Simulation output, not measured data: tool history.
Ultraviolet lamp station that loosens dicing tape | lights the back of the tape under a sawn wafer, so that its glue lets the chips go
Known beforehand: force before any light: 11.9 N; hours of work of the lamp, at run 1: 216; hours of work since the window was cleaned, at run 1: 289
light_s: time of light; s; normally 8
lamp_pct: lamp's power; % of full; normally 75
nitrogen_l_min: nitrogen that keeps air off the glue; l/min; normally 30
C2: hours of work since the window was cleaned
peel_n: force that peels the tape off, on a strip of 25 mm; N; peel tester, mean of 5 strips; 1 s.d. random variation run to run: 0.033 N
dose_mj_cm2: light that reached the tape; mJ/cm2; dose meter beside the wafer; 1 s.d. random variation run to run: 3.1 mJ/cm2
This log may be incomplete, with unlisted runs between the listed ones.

run 1 hour=0 | light_s=8 lamp_pct=75 nitrogen_l_min=30 | hours_of_work_of_the_lamp=216 C2=289 | peel_n=2.38 dose_mj_cm2=373
run 2 hour=11.1 | light_s=8 lamp_pct=75 nitrogen_l_min=46 | hours_of_work_of_the_lamp=222 C2=295 | peel_n=1.995 dose_mj_cm2=367
run 3 hour=24 | light_s=8 lamp_pct=75 nitrogen_l_min=30 | hours_of_work_of_the_lamp=230 C2=303 | peel_n=2.486 dose_mj_cm2=362
run 4 hour=41.5 | light_s=8 lamp_pct=75 nitrogen_l_min=56 | hours_of_work_of_the_lamp=240 C2=313 | peel_n=2.005 dose_mj_cm2=360
run 5 hour=56.2 | light_s=8 lamp_pct=85 nitrogen_l_min=30 | hours_of_work_of_the_lamp=248 C2=322 | peel_n=2.08 dose_mj_cm2=405
run 6 hour=74.2 | light_s=8 lamp_pct=75 nitrogen_l_min=30 | hours_of_work_of_the_lamp=259 C2=332 | peel_n=2.517 dose_mj_cm2=354
run 7 hour=87.7 | light_s=8 lamp_pct=75 nitrogen_l_min=32 | hours_of_work_of_the_lamp=267 C2=340 | peel_n=2.605 dose_mj_cm2=346
run 8 hour=102.1 | light_s=8 lamp_pct=75 nitrogen_l_min=13 | hours_of_work_of_the_lamp=275 C2=349 | peel_n=3.683 dose_mj_cm2=346
run 9 hour=113 | light_s=8 lamp_pct=80 nitrogen_l_min=30 | hours_of_work_of_the_lamp=282 C2=355 | peel_n=2.455 dose_mj_cm2=367
run 10 hour=134.1 | light_s=8 lamp_pct=95 nitrogen_l_min=30 | hours_of_work_of_the_lamp=294 C2=368 | peel_n=1.835 dose_mj_cm2=435
run 11 hour=150.6 | light_s=8 lamp_pct=75 nitrogen_l_min=30 | hours_of_work_of_the_lamp=304 C2=377 | peel_n=2.726 dose_mj_cm2=337
run 12 hour=166.4 | light_s=8 lamp_pct=75 nitrogen_l_min=30 | hours_of_work_of_the_lamp=313 C2=386 | peel_n=2.887 dose_mj_cm2=333
run 13 hour=176.8 | light_s=8 lamp_pct=75 nitrogen_l_min=30 | hours_of_work_of_the_lamp=319 C2=393 | peel_n=2.905 dose_mj_cm2=331
run 14 hour=195 | light_s=8 lamp_pct=75 nitrogen_l_min=30 | hours_of_work_of_the_lamp=330 C2=403 | peel_n=2.788 dose_mj_cm2=330
-- hour=211.1 window cleaned of glue's vapour
run 15 hour=212.8 | light_s=8 lamp_pct=75 nitrogen_l_min=30 | hours_of_work_of_the_lamp=340 C2=1 | peel_n=3.128 dose_mj_cm2=309
run 16 hour=223.9 | light_s=8 lamp_pct=75 nitrogen_l_min=30 | hours_of_work_of_the_lamp=346 C2=8 | peel_n=3.127 dose_mj_cm2=306
run 17 hour=239 | light_s=8 lamp_pct=75 nitrogen_l_min=30 | hours_of_work_of_the_lamp=355 C2=16 | peel_n=3.135 dose_mj_cm2=295
run 18 hour=251.7 | light_s=8 lamp_pct=75 nitrogen_l_min=41 | hours_of_work_of_the_lamp=363 C2=24 | peel_n=2.904 dose_mj_cm2=296
run 19 hour=270.7 | light_s=8 lamp_pct=75 nitrogen_l_min=41 | hours_of_work_of_the_lamp=374 C2=35 | peel_n=3.001 dose_mj_cm2=296
run 20 hour=286.9 | light_s=7 lamp_pct=75 nitrogen_l_min=37 | hours_of_work_of_the_lamp=383 C2=44 | peel_n=3.636 dose_mj_cm2=253

What will run 21 give?
-- hour=298.8 window cleaned of glue's vapour, once more
run 21 hour=302.9 | light_s=7 lamp_pct=85 nitrogen_l_min=37 | hours_of_work_of_the_lamp=392 C2=2 | peel_n=? dose_mj_cm2=?

peel_n: 2.164 N
dose_mj_cm2: 377 mJ/cm2
The same run, on a tool lacking any hidden state, would have yielded peel_n 1.491 N, dose_mj_cm2 465 mJ/cm2.
